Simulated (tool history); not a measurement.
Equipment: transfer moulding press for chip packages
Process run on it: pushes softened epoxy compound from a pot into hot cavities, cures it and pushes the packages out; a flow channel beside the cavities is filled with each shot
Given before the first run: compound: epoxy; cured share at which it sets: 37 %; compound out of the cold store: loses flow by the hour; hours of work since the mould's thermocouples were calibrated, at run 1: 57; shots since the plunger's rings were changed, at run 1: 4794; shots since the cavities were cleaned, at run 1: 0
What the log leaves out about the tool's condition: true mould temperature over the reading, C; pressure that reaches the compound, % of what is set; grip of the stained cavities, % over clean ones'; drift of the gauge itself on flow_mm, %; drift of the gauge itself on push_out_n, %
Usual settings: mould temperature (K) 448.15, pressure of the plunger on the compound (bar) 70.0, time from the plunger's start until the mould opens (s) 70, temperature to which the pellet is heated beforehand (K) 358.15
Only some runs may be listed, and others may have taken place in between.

| run | hour | mould temperature (K) | pressure of the plunger on the compound (bar) | time from the plunger's start until the mould opens (s) | temperature to which the pellet is heated beforehand (K) | hours of work since the mould's thermocouples were calibrated | shots since the plunger's rings were changed | shots since the cavities were cleaned | incoming compound's hours out of the cold store | length that the compound runs in the flow channel (mm) | greatest force on the pins that push the packages out (N) |
|---|---|---|---|---|---|---|---|---|---|---|---|
| 1 | 0.0 | 448.15 | 70.0 | 70 | 358.15 | 57 | 4794 | 0 | 22.0 | 631 | 208 |
| 2 | 4.6 | 448.15 | 70.0 | 70 | 358.15 | 60 | 4871 | 77 | 30.7 | 607 | 196 |
| 3 | 12.1 | 448.15 | 70.0 | 70 | 358.15 | 65 | 4994 | 200 | 42.3 | 577 | 207 |
| 4 | 17.1 | 448.15 | 70.0 | 70 | 358.15 | 68 | 5076 | 282 | 32.3 | 604 | 193 |
| 5 | 22.6 | 448.15 | 70.0 | 70 | 358.15 | 72 | 5168 | 374 | 16.3 | 652 | 215 |
|  | 28.4 | plunger's sealing rings changed |
| 6 | 34.0 | 447.15 | 70.0 | 70 | 358.15 | 77 | 92 | 521 | 41.5 | 582 | 211 |
| 7 | 39.6 | 447.15 | 70.0 | 70 | 358.15 | 81 | 185 | 614 | 29.1 | 615 | 210 |
| 8 | 44.2 | 447.15 | 70.0 | 70 | 358.15 | 84 | 261 | 690 | 10.2 | 673 | 204 |
|  | 48.3 | cavities cleaned with cleaning compound and waxed |
| 9 | 54.0 | 447.15 | 70.0 | 70 | 356.15 | 89 | 398 | 94 | 40.2 | 587 | 207 |
| 10 | 60.4 | 448.15 | 70.0 | 70 | 358.15 | 93 | 505 | 201 | 11.0 | 664 | 219 |
| 11 | 64.6 | 448.15 | 70.0 | 88 | 358.15 | 96 | 574 | 270 | 23.2 | 631 | 183 |
| 12 | 70.5 | 448.15 | 70.0 | 88 | 358.15 | 100 | 672 | 368 | 22.8 | 631 | 189 |
| 13 | 75.0 | 452.15 | 70.0 | 55 | 365.15 | 103 | 747 | 443 | 20.5 | 628 | 245 |
| 14 | 80.4 | 450.15 | 57.6 | 84 | 356.15 | 106 | 835 | 531 | 29.6 | 550 | 177 |
| 15 | 89.0 | 448.15 | 61.4 | 70 | 358.15 | 112 | 978 | 674 | 24.1 | 587 | 214 |
|  | 93.6 | cavities cleaned with cleaning compound and waxed |
| 16 | 98.0 | 448.15 | 61.4 | 70 | 358.15 | 117 | 1102 | 72 | 37.8 | 550 | 203 |
| 17 | 102.7 | 448.15 | 61.4 | 70 | 358.15 | 120 | 1180 | 150 | 21.2 | 593 | 204 |
| 18 | 109.2 | 448.15 | 70.0 | 103 | 359.15 | 124 | 1287 | 257 | 31.5 | 605 | 180 |
| 19 | 115.0 | 448.15 | 70.0 | 103 | 359.15 | 127 | 1383 | 353 | 14.0 | 656 | 188 |
| 20 | 121.2 | 446.15 | 57.7 | 70 | 358.15 | 131 | 1485 | 455 | 42.4 | 527 | 215 |
| 21 | 128.9 | 446.15 | 57.7 | 70 | 358.15 | 136 | 1613 | 583 | 12.0 | 609 | 219 |
| 22 | 136.2 | 452.15 | 70.0 | 70 | 358.15 | 141 | 1735 | 705 | 39.4 | 576 | 187 |
|  | 139.4 | cavities cleaned with cleaning compound and waxed |
| 23 | 146.5 | 452.15 | 62.1 | 70 | 352.15 | 147 | 1879 | 117 | 40.5 | 541 | 193 |
| 24 | 155.0 | 441.15 | 60.6 | 103 | 354.15 | 152 | 2021 | 259 | 47.4 | 542 | 180 |

Predict each of these 3 candidate next runs independently; none follows another, all start after run 24:
| A | 163.7 | 444.15 | 70.0 | 70 | 354.15 | 158 | 2165 | 403 | 24.8 | ? | ? |
| B | 163.7 | 442.15 | 77.2 | 70 | 367.15 | 158 | 2165 | 403 | 33.1 | ? | ? |
| C | 163.7 | 448.15 | 70.0 | 70 | 367.15 | 158 | 2165 | 403 | 36.4 | ? | ? |

| run | length that the compound runs in the flow channel (mm) | greatest force on the pins that push the packages out (N) |
|---|---|---|
| A | 636 | 256 |
| B | 647 | 256 |
| C | 591 | 199 |
Without the tool's unlogged condition, the same runs would have read:
| run | length that the compound runs in the flow channel (mm) | greatest force on the pins that push the packages out (N) |
|---|---|---|
| A | 636 | 253 |
| B | 647 | 252 |
| C | 591 | 196 |
